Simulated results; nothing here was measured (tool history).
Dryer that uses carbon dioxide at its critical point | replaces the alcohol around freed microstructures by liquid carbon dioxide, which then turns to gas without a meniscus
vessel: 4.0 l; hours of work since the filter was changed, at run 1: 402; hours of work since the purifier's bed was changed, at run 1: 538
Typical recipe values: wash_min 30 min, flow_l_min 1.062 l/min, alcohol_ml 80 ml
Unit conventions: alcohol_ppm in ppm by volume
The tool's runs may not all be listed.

run     day  wash_min  flow_l_min  alcohol_ml  hours of work since the filter was changed  hours of work since the purifier's bed was changed  alcohol_ppm
  1       0        30       1.062          80                                         402                                                 538          268
  2   0.667        30       1.062         114                                         414                                                 551          310
  3   1.308        30       1.062         114                                         426                                                 563          314
  4   2.112        30       1.062         114                                         441                                                 577          327
  5   2.688        30       1.062         114                                         452                                                 588          326
  6   3.171        30       1.062          46                                         461                                                 597          223
  7     3.9        30        0.64          80                                         475                                                 611         1145
  8   4.683        30        0.64          80                                         489                                                 625         1164
  9   5.133        30        0.64          80                                         498                                                 634         1165
 10   5.683        30        0.64          72                                         508                                                 644         1082
 11   6.304        30        0.64          72                                         519                                                 656         1086
 12   6.892        30        0.64          72                                         530                                                 666         1086
 13   7.688        30        0.64          37                                         545                                                 681          692
 14   8.392        32       1.062          80                                         558                                                 694          274
 15   9.129        30       1.062          55                                         572                                                 708          294
 16   9.812        30       1.062          55                                         585                                                 721          296
 17   10.25        21       1.062          55                                         593                                                 729          617
     10.679  -- inlet filter changed
 18  10.838        21       1.062          55                                           3                                                 739          471
 19    11.5        21       1.062          57                                          15                                                 752          471
 20  12.029        21       1.062          57                                          25                                                 761          472
 21  12.454        21       1.062          57                                          33                                                 769          494
 22  12.933        24       1.062          80                                          42                                                 778          424
 23  13.438        24       1.062          80                                          51                                                 788          454
 24  13.854        39        0.67         105                                          59                                                 795          515
 25  14.304        39        0.67          36                                          68                                                 804          330
 26  14.667        39        0.67          36                                          74                                                 811          324
 27  15.238        39        1.47          36                                          85                                                 821          216
 28  16.004        20        1.07          45                                          99                                                 835          502
 29  16.704        20        1.07          45                                         112                                                 848          495
 30  17.379        30        1.43          80                                         125                                                 861          252
 31  18.112        30        1.43          80                                         138                                                 875          253
 32  18.746        19       1.062          80                                         150                                                 887          846
 33  19.188        19       1.062          80                                         158                                                 895          859
 34  19.917        19       1.062          80                                         172                                                 908          857
 35    20.5        19       1.062          80                                         183                                                 919          842
 36  20.962        19       1.062          80                                         192                                                 928          881
 37  21.304        26        1.59          55                                         198                                                 934          260
 38  21.996        45        0.94          80                                         211                                                 947          271
 39  22.471        40        0.94          80                                         220                                                 956          294
 40  22.867        30        1.05          51                                         227                                                 963          326
 41   23.65        39        1.73          31                                         242                                                 978          266
 42  24.279        44        1.17          80                                         253                                                 990          266
 43  24.921        21        1.17          34                                         265                                                1002          388
 44  25.738        45        0.86          80                                         280                                                1017          315
 45  26.429        45        0.86          80                                         293                                                1030          320
 46  26.938        30       1.062          48                                         303                                                1039          340

Branching from run 46: 3 alternative next runs. What would each branch give?
  A  27.562        21       1.062          80                                         314                                                1051            ?
  B  27.562        36       1.062          80                                         314                                                1051            ?
  C  27.562        26        0.86          25                                         314                                                1051            ?

run  alcohol_ppm
  A          784
  B          315
  C          449
Without the tool's hidden state the same runs would have given:
run  alcohol_ppm
  A          393
  B           25
  C          130
